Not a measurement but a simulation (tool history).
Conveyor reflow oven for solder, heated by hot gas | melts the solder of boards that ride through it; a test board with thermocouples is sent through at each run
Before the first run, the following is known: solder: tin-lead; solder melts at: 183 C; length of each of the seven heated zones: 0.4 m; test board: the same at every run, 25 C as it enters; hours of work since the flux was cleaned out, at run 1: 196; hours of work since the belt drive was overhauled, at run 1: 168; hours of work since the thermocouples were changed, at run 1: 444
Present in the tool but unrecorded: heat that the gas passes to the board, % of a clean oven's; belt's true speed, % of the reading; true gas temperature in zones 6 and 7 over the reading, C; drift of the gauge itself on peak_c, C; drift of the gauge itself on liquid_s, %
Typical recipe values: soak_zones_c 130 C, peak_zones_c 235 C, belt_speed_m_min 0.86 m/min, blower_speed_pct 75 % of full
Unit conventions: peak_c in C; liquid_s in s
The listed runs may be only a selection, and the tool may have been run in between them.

run   hour  soak_zones_c  peak_zones_c  belt_speed_m_min  blower_speed_pct  hours of work since the flux was cleaned out  hours of work since the belt drive was overhauled  hours of work since the thermocouples were changed  peak_c  liquid_s
  1      0           130           235              0.86                75                                           196                                                168                                                 444   218.4      40.7
  2   44.9           143           235              0.86                75                                           217                                                189                                                 465   220.5      45.1
  3   82.2           130           235              0.86                61                                           234                                                206                                                 482   215.9      38.8
  4    117           130           235              0.86                61                                           250                                                222                                                 498   215.8      38.8
     142.3  -- flux residue cleaned out of gas plates and filters
  5  154.3           130           235              0.86                61                                             6                                                237                                                 513   217.7      40.1
  6  186.6           141           235              0.86                75                                            20                                                252                                                 528   221.9      45.3
     193.7  -- belt drive overhauled, speed set with a stopwatch
  7  214.4           141           235              0.86                75                                            31                                                 10                                                 538     222      45.9
  8  239.8           130           235             0.996                75                                            43                                                 21                                                 550   214.9      33.1
  9  267.9           130           235             0.996                75                                            56                                                 34                                                 563     215      32.9
 10  293.4           130           235             0.996                75                                            68                                                 46                                                 575   214.6        33
 11  317.6           130           235             0.996                75                                            79                                                 57                                                 586   214.7      33.1
 12  343.9           137           235             0.728                75                                            91                                                 69                                                 598   225.8      55.6
     352.1  -- belt drive overhauled, speed set with a stopwatch, once more
 13  377.2           137           235             0.795                75                                           104                                                 12                                                 612     223      48.8
 14  414.9           141           249             0.925                75                                           122                                                 29                                                 629     231      45.8
 15  450.5           139           249             0.925                75                                           138                                                 45                                                 645   230.7        45
 16  471.1           115           245             0.958                84                                           148                                                 55                                                 655   222.7      35.5
 17  499.6           130           235              0.87                80                                           161                                                 68                                                 668   219.7        41
 18  537.7           141           225              0.86                75                                           178                                                 85                                                 685   212.2      40.2
     563.7  -- thermocouples of zones 6 and 7 changed
 19  572.4           130           236              0.86                73                                           193                                                100                                                   4   218.4      40.7
 20  598.8           130           236              0.86                73                                           205                                                113                                                  16   218.1      40.3
 21  629.8           130           236              0.86                73                                           220                                                127                                                  30   218.3      40.4

Branching from run 21: 5 alternative next runs. What would each branch give?
  A  661.3           130           226              0.86                52                                           234                                                141                                                  45       ?         ?
  B  661.3           135           237              0.86                70                                           234                                                141                                                  45       ?         ?
  C  661.3           130           247             0.758                65                                           234                                                141                                                  45       ?         ?
  D  661.3           130           240             0.927                86                                           234                                                141                                                  45       ?         ?
  E  661.3           130           235             0.939                75                                           234                                                141                                                  45       ?         ?

run  peak_c  liquid_s
  A   205.5      31.1
  B   219.4      42.5
  C   231.3      53.4
  D   221.1      38.8
  E   214.3      34.9
With the hidden condition removed and each run's random variation left untouched, the same runs would have given:
run  peak_c  liquid_s
  A   206.6      32.1
  B   220.6      43.2
  C   232.4      53.7
  D   222.8      39.7
  E   215.9      35.9
